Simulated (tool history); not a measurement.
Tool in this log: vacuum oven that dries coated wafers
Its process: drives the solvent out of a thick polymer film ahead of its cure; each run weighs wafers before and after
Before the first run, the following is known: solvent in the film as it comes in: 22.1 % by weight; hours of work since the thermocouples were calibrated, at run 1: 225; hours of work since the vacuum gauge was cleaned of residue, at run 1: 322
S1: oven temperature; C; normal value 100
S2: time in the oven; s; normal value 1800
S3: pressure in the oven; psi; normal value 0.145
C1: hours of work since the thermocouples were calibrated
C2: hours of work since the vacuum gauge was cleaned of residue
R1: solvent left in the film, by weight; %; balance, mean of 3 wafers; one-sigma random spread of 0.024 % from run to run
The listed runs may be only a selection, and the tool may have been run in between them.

run	hour	S1	S2	S3	C1	C2	R1
1	0.0	100	1800	0.145	225	322	5.61
2	76.5	100	1800	0.145	257	354	5.55
3	120.4	100	1800	0.145	275	372	5.57
4	162.7	100	1800	0.145	293	390	5.54
5	223.0	100	1800	0.145	318	415	5.58
6	281.4	100	1020	0.145	342	440	9.15
7	366.8	100	1020	0.145	378	475	9.16
8	404.7	100	1800	0.078	394	491	5.37
9	441.5	100	1800	0.078	410	507	5.34
10	516.9	100	1800	0.145	441	538	5.57
11	583.4	100	1800	0.145	469	566	5.61
12	621.9	100	1800	0.145	485	582	5.57
13	658.3	100	1680	0.145	500	597	6.02
14	735.9	89	1800	0.145	533	630	9.67
15	789.7	89	1800	0.145	555	652	9.76
16	855.4	89	1800	0.251	583	680	10.09
17	921.2	89	1800	0.251	610	707	10.11
18	976.5	100	1800	0.145	633	731	5.58
19	1037.2	100	1800	0.145	659	756	5.61
20	1083.9	100	1800	0.145	678	775	5.55
21	1130.4	100	1140	0.145	698	795	8.41
22	1177.6	100	1140	0.145	718	815	8.50
23	1237.3	100	1140	0.145	743	840	8.45
24	1290.0	100	1800	0.244	765	862	5.93
25	1342.2	113	1800	0.155	787	884	1.85
26	1406.0	107	3000	0.334	813	910	1.93
27	1480.2	89	1860	0.141	844	941	9.45
28	1559.9	89	1860	0.141	878	975	9.51
29	1613.1	89	1860	0.141	900	997	9.45
30	1685.1	101	1500	0.145	930	1027	6.39
31	1720.0	101	1500	0.145	945	1042	6.33
32	1794.4	101	1500	0.145	976	1073	6.37
33	1880.7	101	1500	0.157	1012	1109	6.42
34	1915.8	97	1800	0.145	1027	1124	6.66
35	1968.3	100	2760	0.145	1049	1146	3.16
36	2053.8	100	3120	0.125	1084	1182	2.53
37	2124.4	109	3120	0.125	1114	1211	0.89
38	2208.0	100	1800	0.241	1149	1246	5.91
39	2291.2	91	3000	0.145	1184	1281	5.76
40	2364.3	90	3000	0.112	1214	1312	5.98
# hour 2372.3: vacuum gauge cleaned of residue and calibrated
41	2420.0	96	3000	0.152	1237	20	3.99
42	2497.9	94	1140	0.152	1270	53	10.56
43	2550.9	95	2820	0.152	1292	75	4.72
44	2590.1	95	2820	0.152	1308	91	4.68
45	2633.1	95	2820	0.152	1326	109	4.67
46	2692.5	96	1140	0.145	1351	134	9.87

Entry by entry between the runs, the difference in hidden state between the last listed run before and the first listed run after:
Logged between run 40 and run 41: vacuum gauge cleaned of residue and calibrated (hour 2372.3)
  true pressure over the reading, kPa: 0.014 -> 0
